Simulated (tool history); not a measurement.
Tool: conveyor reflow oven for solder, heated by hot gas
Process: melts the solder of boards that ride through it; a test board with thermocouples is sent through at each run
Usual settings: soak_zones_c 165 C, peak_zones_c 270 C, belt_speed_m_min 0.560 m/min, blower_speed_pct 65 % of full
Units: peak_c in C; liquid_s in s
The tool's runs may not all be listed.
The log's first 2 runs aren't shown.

Run 3, hour 101.2: usual settings but peak_zones_c 278 C. Result: peak_c 256.9 C, liquid_s 57.5 s.
Run 4, hour 138.1: usual settings but peak_zones_c 278 C. Result: peak_c 256.3 C, liquid_s 56.7 s.
Run 5, hour 183.9: usual settings but peak_zones_c 278 C, blower_speed_pct 58 % of full. Result: peak_c 254.8 C, liquid_s 55.1 s.
Run 6, hour 221.3: usual settings. Result: peak_c 249.2 C, liquid_s 51.2 s.
Run 7, hour 253.2: usual settings. Result: peak_c 248.9 C, liquid_s 51.2 s.
Run 8, hour 289.5: usual settings but peak_zones_c 260 C. Result: peak_c 240.8 C, liquid_s 43.5 s.
Run 9, hour 331.8: usual settings but peak_zones_c 260 C. Result: peak_c 239.9 C, liquid_s 43.2 s.
Run 10, hour 390.7: usual settings but peak_zones_c 260 C. Result: peak_c 239.3 C, liquid_s 42.8 s.
At hour 428.0: flux residue cleaned out of gas plates and filters.
Run 11, hour 437.8: usual settings but peak_zones_c 264 C. Result: peak_c 244.3 C, liquid_s 48.1 s.
Run 12, hour 495.2: usual settings but peak_zones_c 264 C. Result: peak_c 244.3 C, liquid_s 48.1 s.
Run 13, hour 556.7: usual settings but peak_zones_c 264 C. Result: peak_c 243.8 C, liquid_s 47.4 s.
Run 14, hour 589.0: usual settings but peak_zones_c 264 C. Result: peak_c 243.3 C, liquid_s 47.1 s.
Run 15, hour 652.3: usual settings but peak_zones_c 264 C. Result: peak_c 243.1 C, liquid_s 47.0 s.
At hour 658.2: thermocouples of zones 6 and 7 changed.
Run 16, hour 717.0: usual settings but peak_zones_c 264 C. Result: peak_c 245.8 C, liquid_s 49.1 s.
Run 17, hour 744.5: usual settings but peak_zones_c 269 C, blower_speed_pct 87 % of full. Result: peak_c 254.4 C, liquid_s 56.3 s.

Run 18 comes next. What will it give?
Run 18, hour 784.5: usual settings but soak_zones_c 176 C, peak_zones_c 263 C, belt_speed_m_min 0.604 m/min, blower_speed_pct 66 % of full. Result: peak_c ?, liquid_s ?.

Run 18 gave peak_c 245.2 C, liquid_s 47.5 s.
Without the tool's hidden state the same run would have given peak_c 245.9 C, liquid_s 47.0 s.
